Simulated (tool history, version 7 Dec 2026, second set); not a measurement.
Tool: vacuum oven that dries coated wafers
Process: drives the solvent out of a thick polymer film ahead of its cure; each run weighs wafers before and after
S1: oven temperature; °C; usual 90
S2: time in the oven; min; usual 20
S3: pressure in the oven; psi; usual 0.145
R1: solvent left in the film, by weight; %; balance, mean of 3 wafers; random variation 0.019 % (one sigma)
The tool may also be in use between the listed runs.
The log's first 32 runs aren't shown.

| run | hour | S1 | S2 | S3 | R1 |
|---|---|---|---|---|---|
| 33 | 478.2 | 104 | 28 | 0.145 | 0.22 |
| 34 | 496.5 | 104 | 28 | 0.145 | 0.22 |
| 35 | 515.4 | 104 | 28 | 0.145 | 0.24 |
| 36 | 530.2 | 84 | 20 | 0.145 | 3.08 |
| 37 | 546.3 | 84 | 24 | 0.28 | 2.53 |
| 38 | 565.9 | 84 | 23 | 0.28 | 2.77 |
| 39 | 576.8 | 84 | 20 | 0.255 | 3.32 |
| 40 | 591.4 | 79 | 20 | 0.145 | 4.33 |

The next listed run, before its measurement:
| 41 | 607.8 | 79 | 20 | 0.326 | ? |

{"run 41": {"R1": 4.8}}
Without the tool's hidden state the same run would have given R1 4.8 %.

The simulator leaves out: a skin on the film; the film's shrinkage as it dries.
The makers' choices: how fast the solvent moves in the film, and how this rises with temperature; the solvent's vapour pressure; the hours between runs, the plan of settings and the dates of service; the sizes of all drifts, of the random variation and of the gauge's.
